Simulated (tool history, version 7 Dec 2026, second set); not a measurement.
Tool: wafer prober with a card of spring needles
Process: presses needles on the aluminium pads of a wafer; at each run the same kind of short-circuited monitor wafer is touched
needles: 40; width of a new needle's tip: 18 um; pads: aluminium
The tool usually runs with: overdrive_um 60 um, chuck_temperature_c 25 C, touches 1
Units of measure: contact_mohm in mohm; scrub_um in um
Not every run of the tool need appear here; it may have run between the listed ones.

run 1 hour=0 | overdrive_um=60 chuck_temperature_c=25 touches=1 | contact_mohm=452 scrub_um=10.51
-- hour=5 tips cleaned on abrasive film
run 2 hour=23.4 | overdrive_um=60 chuck_temperature_c=25 touches=2 | contact_mohm=383 scrub_um=10.5
-- hour=31.4 tips cleaned on abrasive film
-- hour=54.5 tips cleaned on abrasive film
run 3 hour=65.5 | overdrive_um=60 chuck_temperature_c=25 touches=2 | contact_mohm=348 scrub_um=10.37
-- hour=79.5 tips cleaned on abrasive film
-- hour=102.3 tips cleaned on abrasive film
run 4 hour=112.2 | overdrive_um=43 chuck_temperature_c=25 touches=1 | contact_mohm=542 scrub_um=7.2
-- hour=129.9 tips cleaned on abrasive film
run 5 hour=148.3 | overdrive_um=43 chuck_temperature_c=25 touches=1 | contact_mohm=622 scrub_um=7.31
-- hour=153.9 tips cleaned on abrasive film
-- hour=179.6 tips cleaned on abrasive film
run 6 hour=200.6 | overdrive_um=64 chuck_temperature_c=25 touches=1 | contact_mohm=456 scrub_um=11.06
-- hour=203.9 tips cleaned on abrasive film
-- hour=204.2 height of the first contact set anew
-- hour=227.7 tips cleaned on abrasive film
run 7 hour=247.2 | overdrive_um=51 chuck_temperature_c=25 touches=1 | contact_mohm=546 scrub_um=8.4
-- hour=251.7 tips cleaned on abrasive film
run 8 hour=271.4 | overdrive_um=67 chuck_temperature_c=50 touches=3 | contact_mohm=336 scrub_um=11.35
-- hour=274.7 tips cleaned on abrasive film
-- hour=299.6 tips cleaned on abrasive film
-- hour=302.4 height of the first contact set anew, once more
-- hour=325.6 tips cleaned on abrasive film
run 9 hour=329.5 | overdrive_um=79 chuck_temperature_c=42 touches=2 | contact_mohm=298 scrub_um=14.57
-- hour=350.1 tips cleaned on abrasive film
run 10 hour=362.3 | overdrive_um=60 chuck_temperature_c=25 touches=1 | contact_mohm=409 scrub_um=11.02

Alternative continuations, all from the tool just after run 10; predict every row:
-- hour=373.9 tips cleaned on abrasive film
-- hour=397.9 tips cleaned on abrasive film
run A hour=418.5 | overdrive_um=60 chuck_temperature_c=25 touches=1 | contact_mohm=? scrub_um=?
-- hour=373.9 tips cleaned on abrasive film
-- hour=397.9 tips cleaned on abrasive film
run B hour=418.5 | overdrive_um=44 chuck_temperature_c=51 touches=2 | contact_mohm=? scrub_um=?
-- hour=373.9 tips cleaned on abrasive film
-- hour=397.9 tips cleaned on abrasive film
run C hour=418.5 | overdrive_um=50 chuck_temperature_c=120 touches=2 | contact_mohm=? scrub_um=?

run=A contact_mohm=454 scrub_um=10.86
run=B contact_mohm=477 scrub_um=8.11
run=C contact_mohm=434 scrub_um=9.1
Had the tool no hidden state, the same runs would have come out as:
run=A contact_mohm=273 scrub_um=10.93
run=B contact_mohm=289 scrub_um=8.19
run=C contact_mohm=303 scrub_um=9.17

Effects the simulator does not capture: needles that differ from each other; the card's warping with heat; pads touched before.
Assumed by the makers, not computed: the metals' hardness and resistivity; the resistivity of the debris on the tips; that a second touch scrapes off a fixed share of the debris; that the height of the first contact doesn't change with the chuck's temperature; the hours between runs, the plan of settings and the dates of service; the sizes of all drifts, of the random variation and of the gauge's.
